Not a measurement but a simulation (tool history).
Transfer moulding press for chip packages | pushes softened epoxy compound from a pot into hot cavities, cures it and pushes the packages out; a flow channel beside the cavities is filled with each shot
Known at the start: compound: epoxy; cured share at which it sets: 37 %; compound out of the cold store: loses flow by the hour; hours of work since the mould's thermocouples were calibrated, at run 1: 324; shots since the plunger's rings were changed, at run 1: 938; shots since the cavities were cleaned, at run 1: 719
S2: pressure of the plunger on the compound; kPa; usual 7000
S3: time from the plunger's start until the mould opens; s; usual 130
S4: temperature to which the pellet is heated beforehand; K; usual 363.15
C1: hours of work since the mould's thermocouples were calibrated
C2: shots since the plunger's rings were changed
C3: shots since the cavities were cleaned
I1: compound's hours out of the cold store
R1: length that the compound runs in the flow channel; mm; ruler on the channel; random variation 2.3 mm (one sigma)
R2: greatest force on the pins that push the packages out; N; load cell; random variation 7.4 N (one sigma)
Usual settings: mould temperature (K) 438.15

Run 1, hour 0: usual settings; C1 324; C2 938; C3 719; I1 33.5. Result: R1 778 mm, R2 542 N.
At hour 25.7: cavities cleaned with cleaning compound and waxed.
Run 2, hour 33.9: usual settings but S4 353.15 K; C1 339; C2 1167; C3 58; I1 27.7. Result: R1 804 mm, R2 364 N.
Run 3, hour 62.8: usual settings but S4 353.15 K; C1 353; C2 1371; C3 262; I1 32.1. Result: R1 779 mm, R2 467 N.
Run 4, hour 109.4: usual settings but S3 150 s; C1 375; C2 1701; C3 592; I1 14.5. Result: R1 861 mm, R2 473 N.
At hour 151.2: cavities cleaned with cleaning compound and waxed.
Run 5, hour 151.2: usual settings but S3 150 s; C1 394; C2 1985; C3 0; I1 27.6. Result: R1 795 mm, R2 290 N.
Run 6, hour 176: usual settings but S3 150 s; C1 406; C2 2161; C3 176; I1 17.4. Result: R1 845 mm, R2 388 N.
Run 7, hour 219.6: usual settings but S3 150 s; C1 426; C2 2469; C3 484; I1 40.3. Result: R1 735 mm, R2 464 N.
Run 8, hour 274.1: usual settings but S3 150 s; C1 452; C2 2854; C3 869; I1 22.9. Result: R1 813 mm, R2 512 N.
At hour 279.9: cavities cleaned with cleaning compound and waxed.
Run 9, hour 319.5: usual settings but S3 150 s; C1 473; C2 3164; C3 280; I1 8. Result: R1 890 mm, R2 431 N.
Run 10, hour 362.2: usual settings but S3 150 s; C1 493; C2 3466; C3 582; I1 17.4. Result: R1 841 mm, R2 490 N.
At hour 366.5: mould's thermocouples calibrated.
Run 11, hour 401.9: usual settings but S3 146 s; C1 17; C2 3732; C3 848; I1 21.1. Result: R1 817 mm, R2 506 N.
At hour 408.2: cavities cleaned with cleaning compound and waxed.
Run 12, hour 445.2: usual settings but S3 146 s; C1 36; C2 4027; C3 261; I1 26.9. Result: R1 785 mm, R2 415 N.
Run 13, hour 501.3: usual settings but S3 146 s; C1 63; C2 4424; C3 658; I1 36. Result: R1 744 mm, R2 483 N.
At hour 536.1: cavities cleaned with cleaning compound and waxed.
Run 14, hour 538.9: usual settings but S3 146 s; C1 80; C2 4679; C3 20; I1 29.1. Result: R1 773 mm, R2 319 N.
Run 15, hour 580.5: usual settings but S2 8760 kPa, S3 125 s; C1 99; C2 4973; C3 314; I1 26.2. Result: R1 879 mm, R2 504 N.
Run 16, hour 632.4: usual settings but mould temperature (K) 442.15, S2 5960 kPa, S3 156 s, S4 355.15 K; C1 124; C2 5340; C3 681; I1 15.4. Result: R1 764 mm, R2 492 N.
At hour 643.4: mould's thermocouples calibrated, once more.
At hour 653.9: plunger's sealing rings changed.
At hour 669: cavities cleaned with cleaning compound and waxed.
Run 17, hour 669: usual settings but mould temperature (K) 442.15, S4 367.15 K; C1 10; C2 96; C3 0; I1 34.4. Result: R1 767 mm, R2 283 N.
Run 18, hour 709: usual settings but mould temperature (K) 432.15, S2 6090 kPa, S3 120 s; C1 29; C2 378; C3 282; I1 15.8. Result: R1 819 mm, R2 703 N.
Run 19, hour 733.7: usual settings but mould temperature (K) 432.15, S2 7210 kPa, S3 123 s, S4 366.15 K; C1 41; C2 553; C3 457; I1 45.1. Result: R1 745 mm, R2 665 N.
Run 20, hour 761.6: usual settings but mould temperature (K) 432.15, S2 7210 kPa, S3 123 s, S4 366.15 K; C1 54; C2 751; C3 655; I1 34.4. Result: R1 796 mm, R2 707 N.
At hour 794.3: cavities cleaned with cleaning compound and waxed.
Run 21, hour 794.3: usual settings but S2 7630 kPa, S3 133 s, S4 364.15 K; C1 68; C2 971; C3 0; I1 9.1. Result: R1 942 mm, R2 299 N.
Run 22, hour 840.8: usual settings but S2 7280 kPa; C1 90; C2 1299; C3 328; I1 43.5. Result: R1 741 mm, R2 467 N.
Run 23, hour 882.2: usual settings but S2 7280 kPa; C1 110; C2 1592; C3 621; I1 14.9. Result: R1 884 mm, R2 544 N.
Run 24, hour 910.5: usual settings but mould temperature (K) 443.15, S3 145 s; C1 123; C2 1792; C3 821; I1 25.7. Result: R1 795 mm, R2 490 N.
At hour 922.9: cavities cleaned with cleaning compound and waxed.
Run 25, hour 965.1: usual settings but mould temperature (K) 433.15, S4 362.15 K; C1 148; C2 2167; C3 298; I1 42.7. Result: R1 736 mm, R2 535 N.
Run 26, hour 993.4: usual settings but S2 6350 kPa, S3 134 s, S4 361.15 K; C1 162; C2 2367; C3 498; I1 35.7. Result: R1 723 mm, R2 510 N.
Run 27, hour 1038.7: usual settings but S2 6350 kPa, S3 134 s, S4 361.15 K; C1 183; C2 2687; C3 818; I1 27. Result: R1 757 mm, R2 541 N.

5 ways to go on from here, each from the tool as it stands after run 27. What would each give?
At hour 1052.9: cavities cleaned with cleaning compound and waxed.
Run A, hour 1080.2: usual settings but mould temperature (K) 445.15, S4 371.15 K; C1 202; C2 2970; C3 193; I1 47.2. Result: R1 ?, R2 ?.
At hour 1052.9: cavities cleaned with cleaning compound and waxed.
Run B, hour 1080.2: usual settings but mould temperature (K) 442.15, S2 7380 kPa, S3 146 s, S4 361.15 K; C1 202; C2 2970; C3 193; I1 38.9. Result: R1 ?, R2 ?.
At hour 1052.9: cavities cleaned with cleaning compound and waxed.
Run C, hour 1080.2: usual settings but S2 6350 kPa, S3 139 s, S4 361.15 K; C1 202; C2 2970; C3 193; I1 10.3. Result: R1 ?, R2 ?.
At hour 1052.9: cavities cleaned with cleaning compound and waxed.
Run D, hour 1080.2: usual settings but S2 7710 kPa, S3 166 s, S4 361.15 K; C1 202; C2 2970; C3 193; I1 40.3. Result: R1 ?, R2 ?.
At hour 1052.9: cavities cleaned with cleaning compound and waxed.
Run E, hour 1080.2: usual settings but mould temperature (K) 432.15, S2 6350 kPa, S3 151 s, S4 361.15 K; C1 202; C2 2970; C3 193; I1 47.8. Result: R1 ?, R2 ?.

run   R1   R2
  A  691  361
  B  755  381
  C  835  414
  D  772  388
  E  678  440
Without the tool's hidden state the same runs would have given:
run   R1   R2
  A  710  261
  B  775  277
  C  858  299
  D  793  282
  E  697  317
